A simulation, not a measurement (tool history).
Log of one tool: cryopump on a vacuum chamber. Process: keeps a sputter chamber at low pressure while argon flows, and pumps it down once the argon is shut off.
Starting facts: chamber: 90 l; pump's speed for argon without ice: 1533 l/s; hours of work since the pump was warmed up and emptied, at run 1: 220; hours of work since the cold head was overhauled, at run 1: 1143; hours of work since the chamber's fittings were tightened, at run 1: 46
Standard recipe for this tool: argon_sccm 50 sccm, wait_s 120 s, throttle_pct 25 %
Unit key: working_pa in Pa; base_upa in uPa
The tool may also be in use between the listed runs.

run,hour,argon_sccm,wait_s,throttle_pct,hours of work since the pump was warmed up and emptied,hours of work since the cold head was overhauled,hours of work since the chamber's fittings were tightened,working_pa,base_upa
1,0,50,120,25,220,1143,46,0.2261,0.49
2,77.2,50,120,25,275,1199,102,0.2276,0.56
3,122.7,50,120,25,308,1231,134,0.2299,0.58
4,193.4,50,200,25,358,1282,185,0.2331,0.56
# hour 253.6: pump warmed up, emptied and cooled again
5,276.1,50,120,25,16,1338,241,0.2225,0.68
6,315.7,50,120,25,45,1366,269,0.2224,0.68
7,375.7,50,120,25,88,1410,313,0.2226,0.7
8,455.5,50,120,25,145,1467,370,0.2256,0.75
9,522.4,50,120,25,193,1515,418,0.2269,0.78
10,603.1,50,120,25,251,1573,476,0.2273,0.83
11,647.2,50,120,25,283,1605,508,0.2296,0.94
12,695.5,52,120,25,317,1639,542,0.2396,0.96

For run 13, what comes out?
13,738.5,52,120,25,348,1670,573,?,?

{"run 13": {"working_pa": 0.2414, "base_upa": 1.01}}
Take away the tool's hidden state, keep the run-to-run variation as it was, and the same run would have given working_pa 0.2294 Pa, base_upa 0.47 uPa.

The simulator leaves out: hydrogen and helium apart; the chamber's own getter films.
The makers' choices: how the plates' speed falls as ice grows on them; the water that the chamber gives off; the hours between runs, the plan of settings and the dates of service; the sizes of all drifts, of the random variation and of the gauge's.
